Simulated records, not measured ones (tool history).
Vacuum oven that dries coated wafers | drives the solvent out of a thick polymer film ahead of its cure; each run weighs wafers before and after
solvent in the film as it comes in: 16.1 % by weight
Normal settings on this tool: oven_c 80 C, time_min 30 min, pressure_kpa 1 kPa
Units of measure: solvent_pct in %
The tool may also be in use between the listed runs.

run,day,oven_c,time_min,pressure_kpa,solvent_pct
1,0,80,30,1,3.78
2,0.533,80,30,1,3.64
3,1.021,80,30,1,3.82
4,1.771,80,30,1,3.66
5,2.279,80,30,1,3.72
6,3,80,30,1,3.8
7,3.567,80,45,1,2.58
8,4.192,80,45,1,2.61
9,5.029,80,45,1,2.58
10,5.875,80,45,1,2.63
11,6.25,80,17,1,5.99
12,6.821,80,30,3.74,7.47
13,7.412,80,30,1,3.73
14,8.217,80,21,1,4.99
15,8.617,80,21,1,5.08
16,9.467,80,21,1,5.14
17,10.304,80,30,1,3.86
18,10.692,80,30,1,3.71
19,11.129,80,30,1,3.69
20,11.779,80,30,1,3.64
21,12.654,80,30,1,3.78
22,13.462,80,30,1,3.87
23,13.867,80,30,1,3.74
24,14.392,80,30,1,3.85
25,15.208,78,37,1.92,4.97
26,15.85,90,23,1,2.39
27,16.371,67,21,1,8.89
28,17.104,71,41,1.96,6.97
29,17.871,79,28,0.89,4.1
30,18.529,71,41,1.58,6.12
31,18.921,71,30,1.58,7.27
32,19.492,84,30,0.76,2.45
33,20,93,30,1,1.5
34,20.562,93,30,1,1.43
35,21.429,76,38,0.59,3.32
36,22.054,76,38,0.59,3.33
37,22.754,90,52,2.43,2.78
38,23.317,73,32,3.26,9.32
39,24.025,73,32,3.26,9.39
40,24.788,91,48,0.66,0.94
41,25.512,76,29,3.22,8.43
42,25.975,76,29,3.22,8.48
43,26.367,76,29,3.22,8.21
44,26.896,76,29,3.22,8.31
45,27.5,67,30,1,7.49
46,28.329,81,30,0.98,3.5

Predict each of these 3 candidate next runs independently; none follows another, all start after run 46:
A,28.712,81,30,0.66,?
B,28.712,69,23,1.4,?
C,28.712,87,30,1,?

run,solvent_pct
A,3.06
B,8.65
C,2.31
What these runs would have given with no unlogged condition in the tool:
run,solvent_pct
A,3.2
B,8.86
C,2.4

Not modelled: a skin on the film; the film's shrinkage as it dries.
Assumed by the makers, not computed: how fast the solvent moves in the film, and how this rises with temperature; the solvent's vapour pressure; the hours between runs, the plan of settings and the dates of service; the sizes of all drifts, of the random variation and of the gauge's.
